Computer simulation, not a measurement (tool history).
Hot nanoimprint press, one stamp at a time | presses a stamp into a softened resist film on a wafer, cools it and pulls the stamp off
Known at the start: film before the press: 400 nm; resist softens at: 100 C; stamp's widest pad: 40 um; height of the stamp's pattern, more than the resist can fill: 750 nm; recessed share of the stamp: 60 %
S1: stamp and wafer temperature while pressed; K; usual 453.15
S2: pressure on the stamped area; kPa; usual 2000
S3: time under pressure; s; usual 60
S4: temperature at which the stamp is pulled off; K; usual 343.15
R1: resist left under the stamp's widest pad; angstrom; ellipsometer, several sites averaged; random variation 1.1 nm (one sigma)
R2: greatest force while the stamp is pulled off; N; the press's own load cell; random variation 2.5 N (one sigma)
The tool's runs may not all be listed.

Run 1, hour 0: usual settings. Result: R1 1704 angstrom, R2 116 N.
At hour 31.4: press's hydraulic seals changed and the load cell set to zero.
Run 2, hour 35.7: usual settings. Result: R1 1713 angstrom, R2 120 N.
Run 3, hour 89.5: usual settings but S2 2700 kPa. Result: R1 1448 angstrom, R2 119 N.
Run 4, hour 117.5: usual settings but S2 2700 kPa. Result: R1 1471 angstrom, R2 117 N.
Run 5, hour 144.4: usual settings but S2 2700 kPa. Result: R1 1457 angstrom, R2 119 N.
Run 6, hour 179.7: usual settings but S1 450.15 K. Result: R1 1911 angstrom, R2 118 N.
At hour 194.3: stamp cleaned and given a new release coat.
Run 7, hour 235.3: usual settings but S4 333.15 K. Result: R1 1707 angstrom, R2 128 N.
Run 8, hour 297.3: usual settings. Result: R1 1684 angstrom, R2 115 N.
Run 9, hour 335.8: usual settings. Result: R1 1710 angstrom, R2 115 N.
Run 10, hour 367.7: usual settings but S2 2530 kPa. Result: R1 1501 angstrom, R2 116 N.
Run 11, hour 426: usual settings but S1 442.15 K, S2 2530 kPa. Result: R1 2385 angstrom, R2 120 N.
At hour 486.9: stamp cleaned and given a new release coat.
Run 12, hour 488.9: usual settings but S1 442.15 K, S2 2530 kPa. Result: R1 2411 angstrom, R2 116 N.
Run 13, hour 518.9: usual settings but S1 442.15 K, S2 2530 kPa. Result: R1 2361 angstrom, R2 116 N.
Run 14, hour 580.1: usual settings but S1 442.15 K, S2 2530 kPa. Result: R1 2420 angstrom, R2 119 N.
Run 15, hour 614.2: usual settings but S1 442.15 K, S2 2530 kPa. Result: R1 2396 angstrom, R2 115 N.
Run 16, hour 651: usual settings but S1 449.15 K, S2 2270 kPa, S3 51 s. Result: R1 2000 angstrom, R2 119 N.
Run 17, hour 678.4: usual settings but S1 449.15 K, S2 2270 kPa, S3 51 s. Result: R1 2000 angstrom, R2 122 N.
Run 18, hour 735.3: usual settings but S3 69 s, S4 329.15 K. Result: R1 1613 angstrom, R2 138 N.
At hour 765.3: plate thermocouple calibrated.
At hour 782.8: stamp cleaned and given a new release coat.
Run 19, hour 802.5: usual settings but S2 2310 kPa, S3 63 s, S4 339.15 K. Result: R1 1548 angstrom, R2 124 N.
Run 20, hour 864.6: usual settings but S2 2100 kPa, S3 80 s, S4 339.15 K. Result: R1 1490 angstrom, R2 126 N.
Run 21, hour 916.5: usual settings but S1 445.15 K, S2 2740 kPa, S3 35 s, S4 331.15 K. Result: R1 2412 angstrom, R2 131 N.
Run 22, hour 946.4: usual settings but S1 452.15 K, S4 331.15 K. Result: R1 1754 angstrom, R2 132 N.
Run 23, hour 1007.3: usual settings but S1 452.15 K, S4 331.15 K. Result: R1 1764 angstrom, R2 135 N.
Run 24, hour 1053.1: usual settings but S1 446.15 K, S3 47 s. Result: R1 2433 angstrom, R2 117 N.
At hour 1077.1: stamp cleaned and given a new release coat.
Run 25, hour 1105.9: usual settings but S1 446.15 K, S3 47 s. Result: R1 2472 angstrom, R2 113 N.
Run 26, hour 1139.8: usual settings but S4 341.15 K. Result: R1 1710 angstrom, R2 119 N.
At hour 1168.2: press's hydraulic seals changed and the load cell set to zero.
Run 27, hour 1195.3: usual settings but S1 456.15 K, S2 1600 kPa, S3 82 s, S4 341.15 K. Result: R1 1525 angstrom, R2 126 N.

3 ways to go on from here, each from the tool as it stands after run 27. What would each give?
Run A, hour 1226.1: usual settings but S1 458.15 K, S2 2450 kPa, S4 333.15 K. Result: R1 ?, R2 ?.
Run B, hour 1226.1: usual settings but S1 456.15 K, S2 1600 kPa, S3 101 s, S4 332.15 K. Result: R1 ?, R2 ?.
Run C, hour 1226.1: usual settings but S1 444.15 K, S2 2430 kPa, S3 33 s. Result: R1 ?, R2 ?.

run    R1   R2
  A  1253  139
  B  1407  127
  C  2680  119
Without the tool's hidden state the same runs would have given:
run    R1   R2
  A  1250  138
  B  1404  126
  C  2675  118
